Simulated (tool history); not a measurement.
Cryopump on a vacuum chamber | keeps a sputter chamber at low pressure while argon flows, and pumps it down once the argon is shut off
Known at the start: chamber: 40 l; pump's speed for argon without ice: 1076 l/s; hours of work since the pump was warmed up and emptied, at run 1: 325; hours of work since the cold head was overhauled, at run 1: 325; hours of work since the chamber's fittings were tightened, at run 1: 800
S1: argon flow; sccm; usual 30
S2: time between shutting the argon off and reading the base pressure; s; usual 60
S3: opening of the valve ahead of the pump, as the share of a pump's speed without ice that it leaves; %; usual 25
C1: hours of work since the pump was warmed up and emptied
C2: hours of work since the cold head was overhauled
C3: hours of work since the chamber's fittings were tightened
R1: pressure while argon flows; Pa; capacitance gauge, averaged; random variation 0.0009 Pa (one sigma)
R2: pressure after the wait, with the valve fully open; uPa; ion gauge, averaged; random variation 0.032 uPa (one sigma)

{"run": 1, "hour": 0.0, "S1": 30, "S2": 60, "S3": 25, "C1": 325, "C2": 325, "C3": 800, "R1": 0.2015, "R2": 3.1}
{"run": 2, "hour": 52.0, "S1": 30, "S2": 60, "S3": 25, "C1": 363, "C2": 363, "C3": 838, "R1": 0.2037, "R2": 3.26}
{"run": 3, "hour": 106.0, "S1": 30, "S2": 177, "S3": 25, "C1": 401, "C2": 401, "C3": 876, "R1": 0.2074, "R2": 2.47}
{"run": 4, "hour": 145.7, "S1": 30, "S2": 60, "S3": 29, "C1": 430, "C2": 430, "C3": 905, "R1": 0.1824, "R2": 3.43}
{"run": 5, "hour": 199.5, "S1": 32, "S2": 60, "S3": 25, "C1": 469, "C2": 469, "C3": 944, "R1": 0.2262, "R2": 3.7}
{"hour": 209.1, "done": "pump warmed up, emptied and cooled again"}
{"run": 6, "hour": 237.8, "S1": 32, "S2": 60, "S3": 25, "C1": 21, "C2": 492, "C3": 968, "R1": 0.2024, "R2": 2.96}
{"run": 7, "hour": 290.3, "S1": 32, "S2": 60, "S3": 25, "C1": 58, "C2": 530, "C3": 1005, "R1": 0.2042, "R2": 3.03}
{"run": 8, "hour": 336.5, "S1": 32, "S2": 60, "S3": 25, "C1": 91, "C2": 563, "C3": 1038, "R1": 0.2044, "R2": 3.1}
{"run": 9, "hour": 371.6, "S1": 30, "S2": 60, "S3": 25, "C1": 117, "C2": 589, "C3": 1064, "R1": 0.1917, "R2": 3.3}
{"run": 10, "hour": 434.2, "S1": 30, "S2": 60, "S3": 25, "C1": 162, "C2": 634, "C3": 1109, "R1": 0.1948, "R2": 3.35}
{"run": 11, "hour": 491.7, "S1": 30, "S2": 60, "S3": 16, "C1": 203, "C2": 675, "C3": 1150, "R1": 0.3043, "R2": 3.51}
{"run": 12, "hour": 540.1, "S1": 30, "S2": 60, "S3": 16, "C1": 238, "C2": 710, "C3": 1185, "R1": 0.3014, "R2": 3.58}
{"run": 13, "hour": 583.6, "S1": 30, "S2": 60, "S3": 16, "C1": 269, "C2": 741, "C3": 1216, "R1": 0.3055, "R2": 3.65}
{"run": 14, "hour": 609.6, "S1": 30, "S2": 60, "S3": 16, "C1": 288, "C2": 760, "C3": 1235, "R1": 0.309, "R2": 3.64}
{"run": 15, "hour": 641.5, "S1": 30, "S2": 60, "S3": 16, "C1": 311, "C2": 782, "C3": 1257, "R1": 0.3089, "R2": 3.85}
{"run": 16, "hour": 671.5, "S1": 30, "S2": 60, "S3": 16, "C1": 332, "C2": 804, "C3": 1279, "R1": 0.3117, "R2": 3.89}
{"run": 17, "hour": 709.7, "S1": 30, "S2": 60, "S3": 16, "C1": 360, "C2": 831, "C3": 1306, "R1": 0.3107, "R2": 4.1}

Run 18 comes next. What will it give?
{"run": 18, "hour": 770.8, "S1": 30, "S2": 24, "S3": 52, "C1": 403, "C2": 875, "C3": 1350, "R1": "?", "R2": "?"}

{"run 18": {"R1": 0.1105, "R2": 6.18}}
Without the tool's hidden state the same run would have given R1 0.0910 Pa, R2 3.60 uPa.
